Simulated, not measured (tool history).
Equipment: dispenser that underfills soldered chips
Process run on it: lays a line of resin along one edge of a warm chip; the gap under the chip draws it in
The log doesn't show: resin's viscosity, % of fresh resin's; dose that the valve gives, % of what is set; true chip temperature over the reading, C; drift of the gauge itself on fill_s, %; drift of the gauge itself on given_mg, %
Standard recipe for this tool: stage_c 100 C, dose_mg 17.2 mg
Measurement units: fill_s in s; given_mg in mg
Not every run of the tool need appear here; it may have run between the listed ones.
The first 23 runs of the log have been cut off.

run   hour  stage_c  dose_mg  hours of work since the syringe was changed  hours of work since the valve was cleaned  hours of work since the stage was calibrated  fill_s  given_mg
     153.7  -- new syringe of resin
 24  158.1       87     18.9                                            4                                         40                                           168   315.2     18.64
     166.0  -- new syringe of resin
 25  166.0       87     18.9                                            0                                         46                                           174   238.1     18.58
 26  175.2      105     15.0                                            7                                         53                                           182   301.9     14.74
     178.3  -- new syringe of resin
 27  181.5       91     19.5                                            3                                         58                                           186   260.2     19.04
     186.8  -- dispensing valve cleaned and set on the balance
     191.1  -- new syringe of resin
 28  191.2      110     19.1                                            0                                          3                                           193   130.0     19.11
 29  199.9      110     19.1                                            7                                         10                                           200   241.7     19.07
     203.2  -- new syringe of resin
 30  205.2      110     17.4                                            2                                         14                                           204   151.5     17.32
 31  214.3       91     17.2                                            9                                         21                                           211   474.7     17.11
     215.3  -- new syringe of resin
 32  221.4      107     17.7                                            5                                         27                                           217   217.8     17.52
     227.3  -- new syringe of resin
 33  228.8      106     15.5                                            1                                         33                                           222   164.9     15.34
     239.2  -- new syringe of resin
 34  239.2      100     22.1                                            0                                         41                                           230   161.4     21.83

What if the next run were any one of these 3? Each begins from the tool's condition after run 34:
  A  246.6       96     17.2                                            6                                         46                                           236       ?         ?
  B  246.6       90     18.8                                            6                                         46                                           236       ?         ?
  C  246.6       99     20.2                                            6                                         46                                           236       ?         ?

run  fill_s  given_mg
  A   314.5     16.95
  B   369.5     18.49
  C   282.7     19.87
Without the tool's hidden state the same runs would have given:
run  fill_s  given_mg
  A   177.6     17.21
  B   208.6     18.77
  C   160.2     20.18

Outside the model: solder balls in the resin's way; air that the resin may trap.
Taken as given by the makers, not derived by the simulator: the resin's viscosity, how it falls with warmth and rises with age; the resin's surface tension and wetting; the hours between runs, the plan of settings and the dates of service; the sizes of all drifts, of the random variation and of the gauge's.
